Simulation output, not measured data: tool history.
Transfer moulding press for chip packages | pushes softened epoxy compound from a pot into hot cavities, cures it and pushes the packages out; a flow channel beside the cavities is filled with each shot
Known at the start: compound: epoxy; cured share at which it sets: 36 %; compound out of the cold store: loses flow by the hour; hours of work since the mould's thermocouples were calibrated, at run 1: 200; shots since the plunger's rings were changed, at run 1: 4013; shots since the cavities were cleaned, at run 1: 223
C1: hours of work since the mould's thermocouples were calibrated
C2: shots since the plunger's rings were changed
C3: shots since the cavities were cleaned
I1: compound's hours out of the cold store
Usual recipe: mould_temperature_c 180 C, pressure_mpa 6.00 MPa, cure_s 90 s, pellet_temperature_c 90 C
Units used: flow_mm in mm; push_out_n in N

{"run": 1, "hour": 0.0, "mould_temperature_c": 180, "pressure_mpa": 6.0, "cure_s": 90, "pellet_temperature_c": 90, "C1": 200, "C2": 4013, "C3": 223, "I1": 44.8, "flow_mm": 662, "push_out_n": 189}
{"run": 2, "hour": 29.1, "mould_temperature_c": 180, "pressure_mpa": 6.0, "cure_s": 90, "pellet_temperature_c": 90, "C1": 213, "C2": 4260, "C3": 470, "I1": 37.8, "flow_mm": 684, "push_out_n": 189}
{"run": 3, "hour": 54.2, "mould_temperature_c": 180, "pressure_mpa": 6.05, "cure_s": 90, "pellet_temperature_c": 90, "C1": 224, "C2": 4473, "C3": 683, "I1": 34.3, "flow_mm": 700, "push_out_n": 187}
{"run": 4, "hour": 73.3, "mould_temperature_c": 180, "pressure_mpa": 6.05, "cure_s": 90, "pellet_temperature_c": 90, "C1": 233, "C2": 4636, "C3": 846, "I1": 43.2, "flow_mm": 666, "push_out_n": 181}
{"hour": 87.9, "done": "cavities cleaned with cleaning compound and waxed"}
{"run": 5, "hour": 92.8, "mould_temperature_c": 180, "pressure_mpa": 6.05, "cure_s": 90, "pellet_temperature_c": 90, "C1": 241, "C2": 4789, "C3": 41, "I1": 24.5, "flow_mm": 732, "push_out_n": 189}
{"hour": 98.7, "done": "plunger's sealing rings changed"}
{"run": 6, "hour": 133.2, "mould_temperature_c": 180, "pressure_mpa": 6.0, "cure_s": 81, "pellet_temperature_c": 90, "C1": 258, "C2": 294, "C3": 364, "I1": 8.1, "flow_mm": 801, "push_out_n": 246}
{"run": 7, "hour": 168.8, "mould_temperature_c": 180, "pressure_mpa": 6.7, "cure_s": 81, "pellet_temperature_c": 90, "C1": 274, "C2": 596, "C3": 666, "I1": 46.1, "flow_mm": 690, "push_out_n": 208}
{"hour": 204.5, "done": "cavities cleaned with cleaning compound and waxed"}
{"run": 8, "hour": 204.5, "mould_temperature_c": 174, "pressure_mpa": 6.0, "cure_s": 90, "pellet_temperature_c": 90, "C1": 289, "C2": 887, "C3": 0, "I1": 41.2, "flow_mm": 684, "push_out_n": 252}
{"run": 9, "hour": 222.7, "mould_temperature_c": 174, "pressure_mpa": 6.0, "cure_s": 90, "pellet_temperature_c": 90, "C1": 298, "C2": 1042, "C3": 155, "I1": 41.4, "flow_mm": 688, "push_out_n": 245}
{"run": 10, "hour": 246.1, "mould_temperature_c": 174, "pressure_mpa": 6.0, "cure_s": 90, "pellet_temperature_c": 90, "C1": 308, "C2": 1241, "C3": 354, "I1": 15.3, "flow_mm": 790, "push_out_n": 278}
{"run": 11, "hour": 282.7, "mould_temperature_c": 174, "pressure_mpa": 6.0, "cure_s": 90, "pellet_temperature_c": 90, "C1": 325, "C2": 1552, "C3": 665, "I1": 38.3, "flow_mm": 699, "push_out_n": 259}
{"run": 12, "hour": 304.2, "mould_temperature_c": 180, "pressure_mpa": 6.0, "cure_s": 90, "pellet_temperature_c": 84, "C1": 334, "C2": 1735, "C3": 848, "I1": 27.4, "flow_mm": 714, "push_out_n": 188}
{"hour": 320.2, "done": "cavities cleaned with cleaning compound and waxed"}
{"run": 13, "hour": 345.0, "mould_temperature_c": 180, "pressure_mpa": 6.0, "cure_s": 87, "pellet_temperature_c": 90, "C1": 352, "C2": 2069, "C3": 211, "I1": 27.5, "flow_mm": 722, "push_out_n": 187}
{"run": 14, "hour": 363.8, "mould_temperature_c": 180, "pressure_mpa": 6.0, "cure_s": 87, "pellet_temperature_c": 90, "C1": 361, "C2": 2229, "C3": 371, "I1": 46.1, "flow_mm": 657, "push_out_n": 192}
{"run": 15, "hour": 381.8, "mould_temperature_c": 180, "pressure_mpa": 7.36, "cure_s": 87, "pellet_temperature_c": 95, "C1": 369, "C2": 2382, "C3": 524, "I1": 20.6, "flow_mm": 832, "push_out_n": 187}
{"run": 16, "hour": 407.2, "mould_temperature_c": 180, "pressure_mpa": 7.36, "cure_s": 87, "pellet_temperature_c": 95, "C1": 380, "C2": 2598, "C3": 740, "I1": 18.3, "flow_mm": 839, "push_out_n": 205}
{"hour": 434.3, "done": "cavities cleaned with cleaning compound and waxed"}
{"run": 17, "hour": 445.4, "mould_temperature_c": 180, "pressure_mpa": 6.01, "cure_s": 94, "pellet_temperature_c": 90, "C1": 397, "C2": 2910, "C3": 94, "I1": 38.2, "flow_mm": 684, "push_out_n": 172}
{"run": 18, "hour": 478.7, "mould_temperature_c": 180, "pressure_mpa": 6.01, "cure_s": 94, "pellet_temperature_c": 90, "C1": 412, "C2": 3193, "C3": 377, "I1": 21.6, "flow_mm": 747, "push_out_n": 176}
{"run": 19, "hour": 501.2, "mould_temperature_c": 180, "pressure_mpa": 4.61, "cure_s": 95, "pellet_temperature_c": 94, "C1": 422, "C2": 3385, "C3": 569, "I1": 12.9, "flow_mm": 692, "push_out_n": 177}
{"run": 20, "hour": 527.4, "mould_temperature_c": 177, "pressure_mpa": 4.67, "cure_s": 90, "pellet_temperature_c": 90, "C1": 434, "C2": 3607, "C3": 791, "I1": 46.6, "flow_mm": 580, "push_out_n": 209}
{"hour": 549.8, "done": "cavities cleaned with cleaning compound and waxed"}
{"run": 21, "hour": 564.6, "mould_temperature_c": 177, "pressure_mpa": 4.8, "cure_s": 104, "pellet_temperature_c": 91, "C1": 450, "C2": 3911, "C3": 126, "I1": 30.1, "flow_mm": 640, "push_out_n": 176}
{"run": 22, "hour": 584.0, "mould_temperature_c": 180, "pressure_mpa": 6.0, "cure_s": 98, "pellet_temperature_c": 93, "C1": 458, "C2": 4076, "C3": 291, "I1": 33.0, "flow_mm": 711, "push_out_n": 180}

Run 23, settings as shown, results not yet in. Your forecast:
{"run": 23, "hour": 620.0, "mould_temperature_c": 180, "pressure_mpa": 6.0, "cure_s": 90, "pellet_temperature_c": 83, "C1": 475, "C2": 4382, "C3": 597, "I1": 14.9, "flow_mm": "?", "push_out_n": "?"}

flow_mm: 776 mm
push_out_n: 205 N
Had the tool carried no hidden state, the very same run would have given flow_mm 777 mm, push_out_n 203 N.
